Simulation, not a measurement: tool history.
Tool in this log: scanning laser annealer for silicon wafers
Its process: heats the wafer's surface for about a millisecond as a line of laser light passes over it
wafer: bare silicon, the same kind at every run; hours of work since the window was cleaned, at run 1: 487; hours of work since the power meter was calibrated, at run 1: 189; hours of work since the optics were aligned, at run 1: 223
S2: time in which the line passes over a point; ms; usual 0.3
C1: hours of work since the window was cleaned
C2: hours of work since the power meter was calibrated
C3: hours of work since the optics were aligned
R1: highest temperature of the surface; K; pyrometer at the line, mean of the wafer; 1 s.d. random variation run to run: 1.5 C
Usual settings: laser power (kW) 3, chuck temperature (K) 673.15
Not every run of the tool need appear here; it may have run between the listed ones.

run 1 hour=0 | laser_power_(kW)=3 S2=0.3 chuck_temperature_(K)=673.15 | C1=487 C2=189 C3=223 | R1=1482.15
run 2 hour=12.6 | laser_power_(kW)=3 S2=0.23 chuck_temperature_(K)=673.15 | C1=493 C2=195 C3=229 | R1=1388.15
run 3 hour=18.6 | laser_power_(kW)=3 S2=0.23 chuck_temperature_(K)=673.15 | C1=496 C2=198 C3=232 | R1=1390.15
run 4 hour=29.6 | laser_power_(kW)=3 S2=0.278 chuck_temperature_(K)=673.15 | C1=501 C2=204 C3=237 | R1=1454.15
run 5 hour=36.8 | laser_power_(kW)=3 S2=0.278 chuck_temperature_(K)=673.15 | C1=505 C2=207 C3=241 | R1=1454.15
run 6 hour=42.7 | laser_power_(kW)=3 S2=0.278 chuck_temperature_(K)=673.15 | C1=507 C2=210 C3=244 | R1=1454.15
run 7 hour=52.5 | laser_power_(kW)=3 S2=0.3 chuck_temperature_(K)=673.15 | C1=512 C2=215 C3=249 | R1=1479.15
run 8 hour=58.3 | laser_power_(kW)=3 S2=0.3 chuck_temperature_(K)=673.15 | C1=515 C2=218 C3=251 | R1=1482.15
run 9 hour=64.4 | laser_power_(kW)=3 S2=0.3 chuck_temperature_(K)=673.15 | C1=518 C2=221 C3=254 | R1=1481.15
run 10 hour=75.5 | laser_power_(kW)=3.02 S2=0.3 chuck_temperature_(K)=673.15 | C1=523 C2=226 C3=260 | R1=1489.15
run 11 hour=80.7 | laser_power_(kW)=3 S2=0.281 chuck_temperature_(K)=673.15 | C1=526 C2=229 C3=262 | R1=1456.15
run 12 hour=88.6 | laser_power_(kW)=2.667 S2=0.281 chuck_temperature_(K)=673.15 | C1=530 C2=232 C3=266 | R1=1373.15
run 13 hour=94.1 | laser_power_(kW)=2.667 S2=0.281 chuck_temperature_(K)=673.15 | C1=533 C2=235 C3=269 | R1=1370.15
run 14 hour=103.8 | laser_power_(kW)=3 S2=0.3 chuck_temperature_(K)=673.15 | C1=537 C2=240 C3=274 | R1=1479.15
run 15 hour=112.7 | laser_power_(kW)=3 S2=0.273 chuck_temperature_(K)=673.15 | C1=542 C2=244 C3=278 | R1=1444.15
run 16 hour=122.3 | laser_power_(kW)=3 S2=0.273 chuck_temperature_(K)=673.15 | C1=546 C2=249 C3=283 | R1=1450.15
run 17 hour=133 | laser_power_(kW)=3 S2=0.273 chuck_temperature_(K)=673.15 | C1=552 C2=254 C3=288 | R1=1442.15
run 18 hour=143.1 | laser_power_(kW)=2.939 S2=0.3 chuck_temperature_(K)=673.15 | C1=556 C2=259 C3=293 | R1=1461.15
run 19 hour=148.7 | laser_power_(kW)=3 S2=0.3 chuck_temperature_(K)=673.15 | C1=559 C2=262 C3=296 | R1=1480.15
run 20 hour=156.7 | laser_power_(kW)=3 S2=0.3 chuck_temperature_(K)=673.15 | C1=563 C2=266 C3=299 | R1=1481.15
run 21 hour=162.4 | laser_power_(kW)=3 S2=0.3 chuck_temperature_(K)=673.15 | C1=566 C2=268 C3=302 | R1=1482.15
run 22 hour=170.9 | laser_power_(kW)=3 S2=0.3 chuck_temperature_(K)=673.15 | C1=570 C2=273 C3=306 | R1=1477.15
run 23 hour=181.9 | laser_power_(kW)=3 S2=0.266 chuck_temperature_(K)=655.15 | C1=575 C2=278 C3=312 | R1=1417.15
run 24 hour=188.1 | laser_power_(kW)=3 S2=0.263 chuck_temperature_(K)=711.15 | C1=578 C2=281 C3=315 | R1=1468.15
run 25 hour=199.2 | laser_power_(kW)=3 S2=0.263 chuck_temperature_(K)=711.15 | C1=584 C2=286 C3=320 | R1=1468.15
run 26 hour=207.4 | laser_power_(kW)=3 S2=0.235 chuck_temperature_(K)=711.15 | C1=588 C2=290 C3=324 | R1=1428.15
run 27 hour=219.6 | laser_power_(kW)=3.073 S2=0.223 chuck_temperature_(K)=695.15 | C1=594 C2=296 C3=330 | R1=1413.15
run 28 hour=226.3 | laser_power_(kW)=3.091 S2=0.223 chuck_temperature_(K)=695.15 | C1=597 C2=300 C3=333 | R1=1416.15
run 29 hour=235.2 | laser_power_(kW)=2.718 S2=0.351 chuck_temperature_(K)=697.15 | C1=601 C2=304 C3=338 | R1=1483.15
run 30 hour=245.1 | laser_power_(kW)=3.205 S2=0.351 chuck_temperature_(K)=694.15 | C1=606 C2=309 C3=343 | R1=1615.15
run 31 hour=256.1 | laser_power_(kW)=3.225 S2=0.211 chuck_temperature_(K)=687.15 | C1=612 C2=314 C3=348 | R1=1418.15
run 32 hour=262.3 | laser_power_(kW)=3.043 S2=0.3 chuck_temperature_(K)=681.15 | C1=615 C2=317 C3=351 | R1=1497.15

The next listed run, before its measurement:
run 33 hour=269.6 | laser_power_(kW)=3.043 S2=0.261 chuck_temperature_(K)=681.15 | C1=618 C2=321 C3=354 | R1=?

{"run 33": {"R1": 1445.15}}
The same run, on a tool lacking any hidden state, would have yielded R1 1475.15 K.
